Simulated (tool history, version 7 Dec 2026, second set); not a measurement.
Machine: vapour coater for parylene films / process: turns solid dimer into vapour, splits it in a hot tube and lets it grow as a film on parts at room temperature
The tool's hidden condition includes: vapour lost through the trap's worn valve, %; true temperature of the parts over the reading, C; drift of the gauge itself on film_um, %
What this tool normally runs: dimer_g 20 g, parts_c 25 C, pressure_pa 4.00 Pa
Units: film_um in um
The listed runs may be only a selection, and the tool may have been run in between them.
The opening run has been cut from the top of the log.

run,day,dimer_g,parts_c,pressure_pa,hours of work since the trap's valve was overhauled,hours of work since the table's thermometer was calibrated,film_um
2,0.333,20,25,4.00,203,272,5.37
3,0.942,11,25,4.00,215,284,2.93
4,1.629,11,25,4.00,229,298,2.91
5,2.042,11,25,4.00,237,306,2.90
6,2.767,20,25,4.00,251,320,5.30
7,3.367,20,25,4.00,263,332,5.23
8,3.700,20,25,4.00,269,338,5.21
9,4.342,20,25,4.00,282,351,5.17
10,4.888,20,25,4.00,292,362,5.18
# day 5.346: trap's valve overhauled
11,5.533,20,25,4.00,4,371,5.64
12,6.296,20,19,4.00,19,386,6.45
13,6.733,20,32,4.00,27,394,4.75
14,7.321,20,32,4.00,39,406,4.73
15,7.988,20,32,4.00,52,419,4.67
16,8.354,20,32,4.00,59,426,4.74
17,8.858,18,25,4.00,69,436,4.98
18,9.388,17,25,4.00,79,446,4.66
19,9.708,17,25,4.00,85,453,4.67
20,10.321,17,25,4.00,97,465,4.64
21,10.675,17,25,4.00,104,472,4.64
22,11.258,20,25,7.95,116,483,4.62
23,11.938,28,25,4.00,129,496,7.61
24,12.396,28,25,4.00,138,505,7.54

Expected results for the next run?
25,12.854,26,22,4.79,147,514,?

For run 25 the tool returned film_um 7.24 um.
On a tool with no hidden condition, and with the same random variation, this run would have come out at film_um 7.72 um.
